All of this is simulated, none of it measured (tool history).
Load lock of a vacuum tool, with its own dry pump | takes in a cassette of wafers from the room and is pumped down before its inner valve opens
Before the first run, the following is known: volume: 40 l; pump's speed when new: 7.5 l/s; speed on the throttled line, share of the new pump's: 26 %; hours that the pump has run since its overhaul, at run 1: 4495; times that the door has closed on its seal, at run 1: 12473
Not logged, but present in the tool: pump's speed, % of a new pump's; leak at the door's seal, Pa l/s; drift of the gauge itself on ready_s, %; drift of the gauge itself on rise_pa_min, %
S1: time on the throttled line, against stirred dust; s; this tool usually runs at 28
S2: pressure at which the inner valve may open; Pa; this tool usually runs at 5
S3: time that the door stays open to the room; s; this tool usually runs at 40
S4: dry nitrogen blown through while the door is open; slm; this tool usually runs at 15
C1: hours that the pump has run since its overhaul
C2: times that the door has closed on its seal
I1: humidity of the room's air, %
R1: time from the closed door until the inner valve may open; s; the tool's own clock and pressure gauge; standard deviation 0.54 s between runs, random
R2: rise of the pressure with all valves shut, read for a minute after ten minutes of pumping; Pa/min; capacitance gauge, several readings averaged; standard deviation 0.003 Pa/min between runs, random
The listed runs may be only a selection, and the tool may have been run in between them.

run	hour	S1	S2	S3	S4	C1	C2	I1	R1	R2
1	0.0	28	5	40	15	4495	12473	46.1	77.4	0.191
2	180.9	28	5	40	15	4676	13367	46.9	77.5	0.211
3	308.4	27	5	40	15	4804	13998	45.2	77.0	0.219
4	490.2	27	5	40	15	4986	14898	46.3	76.1	0.238
5	706.7	27	5	40	15	5202	15969	48.6	76.8	0.251
6	923.1	28	5	40	15	5419	17040	44.8	78.3	0.269
7	1164.6	28	5	40	15	5660	18234	43.4	78.1	0.294
8	1385.0	28	5	40	15	5880	19325	41.2	78.4	0.309
9	1641.9	28	5	40	15	6137	20595	45.2	78.7	0.350
10	1873.6	28	5	40	15	6369	21742	41.4	78.8	0.378
11	2027.1	28	5	40	15	6522	22501	43.4	78.7	0.385
12	2204.1	28	5	40	15	6700	23377	43.7	77.5	0.406
13	2400.9	28	5	40	21	6896	24350	47.3	78.7	0.434
14	2546.7	28	5	40	15	7042	25071	46.2	79.2	0.458
# hour 2770.8: door's seal changed, seat wiped
15	2817.1	28	5	40	5	7311	229	42.5	79.2	0.055
16	2990.9	28	5	51	5	7485	1089	46.9	78.9	0.078
17	3164.1	28	5	51	5	7658	1946	43.2	79.7	0.081
18	3339.6	28	5	40	15	7834	2814	43.5	80.2	0.058
19	3475.4	28	7	40	15	7969	3485	46.8	77.5	0.069
20	3602.1	32	7	40	15	8096	4112	46.6	79.4	0.072
21	3750.8	28	7	33	15	8245	4848	48.1	77.7	0.077
22	3877.1	28	7	33	15	8371	5473	47.2	77.5	0.086
23	4109.3	28	7	33	15	8603	6621	44.4	77.3	0.091
24	4330.4	55	9	203	15	8824	7715	42.6	95.4	0.186
25	4471.4	55	4	222	15	8965	8412	43.1	100.3	0.195
26	4670.9	28	5	33	13	9165	9400	41.9	79.4	0.127
27	4855.2	28	5	33	13	9349	10311	45.0	80.9	0.142
28	5124.4	28	5	33	13	9618	11643	43.3	79.6	0.160
29	5254.9	17	5	25	6	9749	12289	44.1	73.0	0.176

Run 30 is up next; what results do you expect?
30	5417.5	17	5	25	6	9911	13093	47.4	?	?

Run 30 came out at R1 73.1 s, R2 0.186 Pa/min.
Take away the tool's hidden state, keep the run-to-run variation as it was, and the same run would have given R1 66.1 s, R2 0.044 Pa/min.
